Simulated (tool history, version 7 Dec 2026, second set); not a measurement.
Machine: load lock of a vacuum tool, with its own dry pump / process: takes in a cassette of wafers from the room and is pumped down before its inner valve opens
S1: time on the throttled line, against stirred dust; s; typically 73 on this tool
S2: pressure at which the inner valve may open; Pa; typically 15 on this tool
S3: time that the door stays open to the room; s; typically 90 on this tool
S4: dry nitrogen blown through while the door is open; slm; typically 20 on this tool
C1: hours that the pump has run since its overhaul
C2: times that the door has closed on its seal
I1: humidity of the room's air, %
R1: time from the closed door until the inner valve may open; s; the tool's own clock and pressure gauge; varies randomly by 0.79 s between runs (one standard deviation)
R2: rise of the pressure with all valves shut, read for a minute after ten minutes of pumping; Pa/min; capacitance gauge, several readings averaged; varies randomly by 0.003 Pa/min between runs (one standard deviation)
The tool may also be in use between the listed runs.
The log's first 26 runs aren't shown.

run 27 hour=3762.8 | S1=97 S2=19 S3=176 S4=20 | C1=7235 C2=26579 | I1=44.4 | R1=140.7 R2=0.329
run 28 hour=3888.3 | S1=97 S2=14 S3=32 S4=20 | C1=7361 C2=26955 | I1=43.5 | R1=143.4 R2=0.32
run 29 hour=3969.3 | S1=36 S2=15 S3=27 S4=20 | C1=7442 C2=27198 | I1=45.3 | R1=92.8 R2=0.324
run 30 hour=4089.4 | S1=36 S2=15 S3=27 S4=20 | C1=7562 C2=27557 | I1=46.9 | R1=93.3 R2=0.334
run 31 hour=4281.2 | S1=73 S2=19 S3=116 S4=20 | C1=7754 C2=28132 | I1=47.2 | R1=119.5 R2=0.358
run 32 hour=4423.4 | S1=73 S2=19 S3=116 S4=20 | C1=7896 C2=28557 | I1=47.4 | R1=121.2 R2=0.369
run 33 hour=4541.6 | S1=38 S2=15 S3=90 S4=6 | C1=8014 C2=28911 | I1=45.6 | R1=96.4 R2=0.384
run 34 hour=4645.6 | S1=58 S2=15 S3=222 S4=10 | C1=8118 C2=29223 | I1=43.4 | R1=111.4 R2=0.394
run 35 hour=4807.7 | S1=143 S2=15 S3=73 S4=20 | C1=8280 C2=29708 | I1=47.1 | R1=182.7 R2=0.38
run 36 hour=5004.3 | S1=39 S2=15 S3=90 S4=14 | C1=8477 C2=30297 | I1=42.2 | R1=95.1 R2=0.393
-- hour=5111.4 door's seal changed, seat wiped
run 37 hour=5111.4 | S1=39 S2=15 S3=90 S4=14 | C1=8582 C2=0 | I1=40.7 | R1=96.9 R2=0.033
run 38 hour=5235.8 | S1=56 S2=28 S3=148 S4=40 | C1=8707 C2=372 | I1=44 | R1=105.5 R2=0.024

Below are 3 alternative next runs, each starting from the tool's condition after run 38. Predict each:
run A hour=5315 | S1=126 S2=13 S3=148 S4=25 | C1=8786 C2=610 | I1=44.9 | R1=? R2=?
run B hour=5315 | S1=56 S2=18 S3=148 S4=40 | C1=8786 C2=610 | I1=40.1 | R1=? R2=?
run C hour=5315 | S1=73 S2=27 S3=84 S4=36 | C1=8786 C2=610 | I1=43 | R1=? R2=?

run=A R1=167.8 R2=0.038
run=B R1=108.3 R2=0.023
run=C R1=120.1 R2=0.024
Without the tool's hidden state the same runs would have given:
run=A R1=166.1 R2=0.036
run=B R1=106.2 R2=0.021
run=C R1=118.3 R2=0.022
